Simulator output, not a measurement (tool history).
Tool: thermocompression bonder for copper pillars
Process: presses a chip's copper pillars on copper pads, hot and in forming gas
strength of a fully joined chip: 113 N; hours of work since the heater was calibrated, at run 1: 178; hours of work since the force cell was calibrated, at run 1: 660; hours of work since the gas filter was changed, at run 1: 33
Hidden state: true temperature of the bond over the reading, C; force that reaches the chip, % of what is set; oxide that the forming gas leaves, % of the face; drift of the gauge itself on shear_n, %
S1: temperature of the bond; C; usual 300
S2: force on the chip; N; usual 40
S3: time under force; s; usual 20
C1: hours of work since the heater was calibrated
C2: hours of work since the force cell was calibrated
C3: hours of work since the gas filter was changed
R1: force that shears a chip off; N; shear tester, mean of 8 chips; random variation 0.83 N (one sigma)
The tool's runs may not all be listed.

run,hour,S1,S2,S3,C1,C2,C3,R1
1,0,300,40,20,178,660,33,78.4
2,37.7,300,40,20,203,685,58,78.8
3,63.2,300,40,20,219,702,75,78.3
4,91.2,300,40,20,238,720,93,76.7
5,148.3,300,40,20,276,758,131,76.4
6,193.2,300,40,20,305,787,160,75.9
7,245.4,300,40,20,340,822,195,75.7
8,301,300,40,20,376,858,231,74.4
9,351.3,300,40,20,409,892,265,72.1
10,380.8,300,40,27,429,911,284,77.3
11,413.3,300,25,27,450,932,306,64.3
12,464.6,300,25,27,484,966,339,63.6
13,503.1,300,39,20,510,992,365,70.3
# hour 517.5: forming gas filter changed
14,565.5,300,33,20,550,1032,32,69.7
15,599.2,300,33,20,573,1055,54,71.2
16,662.6,300,33,20,614,1097,96,69.3
17,708.8,300,33,20,645,1127,126,67.9
18,752.5,300,33,20,674,1156,155,67.1
19,783.3,311,40,20,694,1176,175,80.2
20,831.9,300,40,20,726,1208,207,71.5
21,874.7,300,40,20,754,1236,236,71.5
22,912.3,318,36,20,779,1261,260,81.2
23,951.4,318,36,20,805,1287,286,81.3
24,986.5,284,36,13,828,1310,309,46.5
25,1027.3,273,33,13,855,1337,336,35.9
26,1060.4,319,37,14,877,1359,358,73.7
# hour 1083.8: forming gas filter changed
27,1111.2,314,30,19,910,1392,18,75.9
28,1141.9,314,30,19,930,1412,38,73.7
29,1181.4,299,59,21,956,1438,64,82.7
30,1239.7,299,59,21,995,1477,103,82.5
31,1295.3,299,59,21,1031,1513,139,80.9
32,1345.9,299,59,21,1065,1547,173,80.4
33,1394.7,299,59,21,1097,1579,205,79.3
34,1441.1,315,46,20,1128,1610,236,83.8
35,1485.6,315,46,20,1157,1639,265,80.9
36,1529.5,300,44,24,1186,1668,294,73
37,1573,311,48,20,1214,1697,323,80.8
38,1620,311,48,20,1245,1728,354,77.2
# hour 1650.1: forming gas filter changed
39,1662.5,311,48,20,1273,1755,8,85.4
# hour 1675.8: heater calibrated with a thermocouple chip
40,1696.2,318,29,20,14,1776,29,82.8
41,1750.7,309,42,19,49,1812,65,82.8

How the hidden state differs across the entries between the runs, from the last listed run before each to the first after it:
Between runs 13 and 14: forming gas filter changed (hour 517.5)
  true temperature of the bond over the reading, C: -3.8 -> -4.2; force that reaches the chip, % of what is set: 97 -> 96.9; oxide that the forming gas leaves, % of the face: 8.75 -> 1.14
  measured less the result without the state, R1: -10.2 -> -4.8 N
Between runs 26 and 27: forming gas filter changed (hour 1083.8)
  true temperature of the bond over the reading, C: -7.1 -> -7.4; force that reaches the chip, % of what is set: 95.9 -> 95.8; oxide that the forming gas leaves, % of the face: 8.43 -> 0.85
  measured less the result without the state, R1: -12.8 -> -7.2 N
Between runs 38 and 39: forming gas filter changed (hour 1650.1)
  true temperature of the bond over the reading, C: -10.5 -> -10.8; force that reaches the chip, % of what is set: 94.8 -> 94.7; oxide that the forming gas leaves, % of the face: 8.33 -> 0.74
  measured less the result without the state, R1: -15.2 -> -9.1 N
Between runs 39 and 40: heater calibrated with a thermocouple chip (hour 1675.8)
  true temperature of the bond over the reading, C: -10.8 -> 0.2; oxide that the forming gas leaves, % of the face: 0.74 -> 1.19
  measured less the result without the state, R1: -9.1 -> -1.9 N

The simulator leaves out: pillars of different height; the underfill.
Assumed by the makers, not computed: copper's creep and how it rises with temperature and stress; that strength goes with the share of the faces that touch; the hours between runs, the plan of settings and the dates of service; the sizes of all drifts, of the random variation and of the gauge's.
